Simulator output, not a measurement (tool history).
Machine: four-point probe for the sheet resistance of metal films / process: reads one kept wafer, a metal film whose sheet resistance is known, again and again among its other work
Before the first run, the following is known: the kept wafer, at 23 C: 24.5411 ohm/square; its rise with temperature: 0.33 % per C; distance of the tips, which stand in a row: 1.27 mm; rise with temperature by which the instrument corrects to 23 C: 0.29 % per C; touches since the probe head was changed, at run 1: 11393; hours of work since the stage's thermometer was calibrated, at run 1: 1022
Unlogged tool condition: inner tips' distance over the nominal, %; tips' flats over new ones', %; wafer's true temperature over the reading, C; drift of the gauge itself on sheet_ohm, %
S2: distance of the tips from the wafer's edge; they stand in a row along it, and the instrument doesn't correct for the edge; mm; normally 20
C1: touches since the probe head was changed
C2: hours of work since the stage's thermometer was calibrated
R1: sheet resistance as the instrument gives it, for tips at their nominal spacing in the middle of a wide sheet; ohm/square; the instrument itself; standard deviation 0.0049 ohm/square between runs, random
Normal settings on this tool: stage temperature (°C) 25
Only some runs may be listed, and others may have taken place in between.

{"run": 1, "hour": 0.0, "stage temperature (°C)": 25, "S2": 20, "C1": 11393, "C2": 1022, "R1": 24.527371}
{"run": 2, "hour": 26.6, "stage temperature (°C)": 25, "S2": 20, "C1": 12166, "C2": 1038, "R1": 24.531637}
{"run": 3, "hour": 53.4, "stage temperature (°C)": 25, "S2": 20, "C1": 12948, "C2": 1055, "R1": 24.528374}
{"run": 4, "hour": 85.5, "stage temperature (°C)": 24, "S2": 20, "C1": 13880, "C2": 1075, "R1": 24.518926}
{"run": 5, "hour": 115.8, "stage temperature (°C)": 25, "S2": 63, "C1": 14762, "C2": 1094, "R1": 24.477478}
{"run": 6, "hour": 143.6, "stage temperature (°C)": 25, "S2": 63, "C1": 15571, "C2": 1112, "R1": 24.463377}
{"run": 7, "hour": 159.8, "stage temperature (°C)": 25, "S2": 63, "C1": 16044, "C2": 1122, "R1": 24.470321}
{"run": 8, "hour": 177.6, "stage temperature (°C)": 25, "S2": 20, "C1": 16561, "C2": 1133, "R1": 24.517657}
{"run": 9, "hour": 200.7, "stage temperature (°C)": 27, "S2": 20, "C1": 17234, "C2": 1148, "R1": 24.540354}
{"run": 10, "hour": 222.2, "stage temperature (°C)": 25, "S2": 20, "C1": 17860, "C2": 1161, "R1": 24.526315}
{"run": 11, "hour": 250.5, "stage temperature (°C)": 25, "S2": 20, "C1": 18683, "C2": 1179, "R1": 24.512234}
{"run": 12, "hour": 280.1, "stage temperature (°C)": 25, "S2": 8, "C1": 19543, "C2": 1198, "R1": 24.797147}
{"run": 13, "hour": 293.5, "stage temperature (°C)": 25, "S2": 20, "C1": 19935, "C2": 1206, "R1": 24.507677}
{"run": 14, "hour": 307.5, "stage temperature (°C)": 19, "S2": 20, "C1": 20343, "C2": 1215, "R1": 24.454601}
{"run": 15, "hour": 331.0, "stage temperature (°C)": 19, "S2": 20, "C1": 21025, "C2": 1230, "R1": 24.450091}
{"run": 16, "hour": 345.8, "stage temperature (°C)": 19, "S2": 20, "C1": 21457, "C2": 1239, "R1": 24.444877}
{"run": 17, "hour": 371.7, "stage temperature (°C)": 29, "S2": 20, "C1": 22210, "C2": 1255, "R1": 24.543137}
{"run": 18, "hour": 389.6, "stage temperature (°C)": 29, "S2": 20, "C1": 22730, "C2": 1266, "R1": 24.543737}
{"hour": 392.7, "done": "stage's thermometer calibrated"}
{"run": 19, "hour": 411.4, "stage temperature (°C)": 19, "S2": 7, "C1": 23352, "C2": 12, "R1": 24.814967}
{"run": 20, "hour": 437.6, "stage temperature (°C)": 23, "S2": 7, "C1": 24114, "C2": 28, "R1": 24.857012}
{"run": 21, "hour": 459.5, "stage temperature (°C)": 24, "S2": 5, "C1": 24751, "C2": 42, "R1": 25.258772}
{"run": 22, "hour": 482.7, "stage temperature (°C)": 24, "S2": 5, "C1": 25427, "C2": 57, "R1": 25.263604}
{"run": 23, "hour": 512.2, "stage temperature (°C)": 29, "S2": 14, "C1": 26285, "C2": 75, "R1": 24.591134}
{"run": 24, "hour": 543.8, "stage temperature (°C)": 26, "S2": 44, "C1": 27205, "C2": 95, "R1": 24.466786}
{"run": 25, "hour": 562.5, "stage temperature (°C)": 30, "S2": 9, "C1": 27749, "C2": 107, "R1": 24.74591}
{"hour": 578.2, "done": "stage's thermometer calibrated, once more"}
{"run": 26, "hour": 582.6, "stage temperature (°C)": 30, "S2": 5, "C1": 28318, "C2": 3, "R1": 25.275217}
{"run": 27, "hour": 613.3, "stage temperature (°C)": 25, "S2": 17, "C1": 29214, "C2": 22, "R1": 24.472479}
{"run": 28, "hour": 627.3, "stage temperature (°C)": 25, "S2": 17, "C1": 29621, "C2": 31, "R1": 24.467013}
{"run": 29, "hour": 650.2, "stage temperature (°C)": 26, "S2": 4, "C1": 30286, "C2": 45, "R1": 25.649519}
{"run": 30, "hour": 681.1, "stage temperature (°C)": 25, "S2": 10, "C1": 31185, "C2": 65, "R1": 24.606985}
{"run": 31, "hour": 713.2, "stage temperature (°C)": 25, "S2": 10, "C1": 32120, "C2": 85, "R1": 24.604821}
{"run": 32, "hour": 739.0, "stage temperature (°C)": 26, "S2": 47, "C1": 32870, "C2": 101, "R1": 24.401675}

Below, some changes in R1 between adjacent runs. For each, the amount present without the hidden state too (settings, incoming material, random variation) and the amount remaining for the hidden state with gauge scatter not shared by both compared results:
Run 25 -> 26: S2 9 -> 5, stage's thermometer calibrated, once more. R1 +0.529307 ohm/square: hidden state -0.048598, all else +0.577905.
Run 26 -> 27: stage temperature (°C) 30 -> 25, S2 5 -> 17. R1 -0.802738 ohm/square: hidden state +0.002633, all else -0.805371.
Run 28 -> 29: stage temperature (°C) 25 -> 26, S2 17 -> 4. R1 +1.182506 ohm/square: hidden state -0.009161, all else +1.191667.
Run 29 -> 30: stage temperature (°C) 26 -> 25, S2 4 -> 10. R1 -1.042534 ohm/square: hidden state +0.004231, all else -1.046765.

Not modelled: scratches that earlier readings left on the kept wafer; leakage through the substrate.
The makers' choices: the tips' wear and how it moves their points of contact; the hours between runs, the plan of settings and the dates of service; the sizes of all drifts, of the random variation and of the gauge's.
